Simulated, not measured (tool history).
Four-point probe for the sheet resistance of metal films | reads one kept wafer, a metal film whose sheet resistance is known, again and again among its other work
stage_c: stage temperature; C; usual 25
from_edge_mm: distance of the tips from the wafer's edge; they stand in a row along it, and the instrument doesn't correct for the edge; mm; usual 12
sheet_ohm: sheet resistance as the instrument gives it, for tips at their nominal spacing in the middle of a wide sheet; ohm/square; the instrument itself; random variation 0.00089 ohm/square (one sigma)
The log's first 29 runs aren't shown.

run,hour,stage_c,from_edge_mm,sheet_ohm
30,798.4,22,4,4.649145
31,815.1,22,4,4.649255
32,838.4,22,6,4.526219
33,867.8,34,4,4.686225
34,891.2,34,12,4.483385
35,927.9,32,12,4.477271
36,967.5,21,7,4.493985
37,998.8,21,5,4.567285
38,1036,21,5,4.566894
39,1066.2,34,5,4.604714
40,1101.9,34,5,4.606069
41,1142,34,5,4.60502
42,1162.9,23,12,4.451777
43,1197.4,25,16,4.445014
44,1232,21,48,4.42031
45,1248.5,30,52,4.443921

3 ways to go on from here, each from the tool as it stands after run 45. What would each give?
A,1282.4,20,6,?
B,1282.4,24,7,?
C,1282.4,23,18,?

run,sheet_ohm
A,4.517143
B,4.504082
C,4.435501
Without the tool's hidden state the same runs would have given:
run,sheet_ohm
A,4.514411
B,4.501265
C,4.432738
